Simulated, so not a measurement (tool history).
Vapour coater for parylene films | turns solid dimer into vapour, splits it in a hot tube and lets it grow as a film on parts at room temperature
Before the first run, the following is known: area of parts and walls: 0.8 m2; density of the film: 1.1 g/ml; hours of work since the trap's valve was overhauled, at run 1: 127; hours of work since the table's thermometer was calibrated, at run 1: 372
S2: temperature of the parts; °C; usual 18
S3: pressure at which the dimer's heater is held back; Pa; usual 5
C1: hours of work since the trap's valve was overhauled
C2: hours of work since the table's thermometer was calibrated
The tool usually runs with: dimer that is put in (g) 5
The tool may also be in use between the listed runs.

{"run": 1, "hour": 0.0, "dimer that is put in (g)": 5, "S2": 18, "S3": 5, "C1": 127, "C2": 372, "thickness of the film (um)": 4.46}
{"run": 2, "hour": 10.7, "dimer that is put in (g)": 5, "S2": 18, "S3": 5, "C1": 134, "C2": 379, "thickness of the film (um)": 4.48}
{"run": 3, "hour": 22.9, "dimer that is put in (g)": 5, "S2": 18, "S3": 5, "C1": 141, "C2": 386, "thickness of the film (um)": 4.45}
{"run": 4, "hour": 35.1, "dimer that is put in (g)": 3, "S2": 18, "S3": 5, "C1": 149, "C2": 394, "thickness of the film (um)": 2.63}
{"run": 5, "hour": 48.5, "dimer that is put in (g)": 3, "S2": 18, "S3": 5, "C1": 157, "C2": 402, "thickness of the film (um)": 2.65}
{"run": 6, "hour": 67.8, "dimer that is put in (g)": 5, "S2": 18, "S3": 3.06, "C1": 169, "C2": 414, "thickness of the film (um)": 4.65}
{"run": 7, "hour": 87.3, "dimer that is put in (g)": 5, "S2": 18, "S3": 3.06, "C1": 182, "C2": 427, "thickness of the film (um)": 4.57}
{"run": 8, "hour": 103.1, "dimer that is put in (g)": 5, "S2": 26, "S3": 4.88, "C1": 191, "C2": 437, "thickness of the film (um)": 3.44}
{"hour": 105.3, "done": "table's thermometer calibrated"}
{"run": 9, "hour": 119.0, "dimer that is put in (g)": 7, "S2": 14, "S3": 5, "C1": 201, "C2": 9, "thickness of the film (um)": 6.9}
{"run": 10, "hour": 136.3, "dimer that is put in (g)": 6, "S2": 10, "S3": 4.02, "C1": 212, "C2": 19, "thickness of the film (um)": 6.51}
{"hour": 141.2, "done": "table's thermometer calibrated, once more"}
{"run": 11, "hour": 149.8, "dimer that is put in (g)": 7, "S2": 21, "S3": 4.16, "C1": 219, "C2": 5, "thickness of the film (um)": 5.71}
{"run": 12, "hour": 162.6, "dimer that is put in (g)": 8, "S2": 24, "S3": 4.16, "C1": 227, "C2": 13, "thickness of the film (um)": 5.86}
{"run": 13, "hour": 181.9, "dimer that is put in (g)": 5, "S2": 18, "S3": 3.57, "C1": 240, "C2": 25, "thickness of the film (um)": 4.4}

Here are 3 independent what-if runs from the current tool condition. What would each one return?
{"run": "A", "hour": 202.3, "dimer that is put in (g)": 5, "S2": 10, "S3": 5, "C1": 252, "C2": 38, "thickness of the film (um)": "?"}
{"run": "B", "hour": 202.3, "dimer that is put in (g)": 4, "S2": 26, "S3": 5.93, "C1": 252, "C2": 38, "thickness of the film (um)": "?"}
{"run": "C", "hour": 202.3, "dimer that is put in (g)": 8, "S2": 13, "S3": 6.29, "C1": 252, "C2": 38, "thickness of the film (um)": "?"}

run=A thickness_of_the_film_(um)=5.49
run=B thickness_of_the_film_(um)=2.73
run=C thickness_of_the_film_(um)=8.11
Take away the tool's hidden state, keep each run's random variation, and the runs would have read:
run=A thickness_of_the_film_(um)=5.6
run=B thickness_of_the_film_(um)=2.78
run=C thickness_of_the_film_(um)=8.23
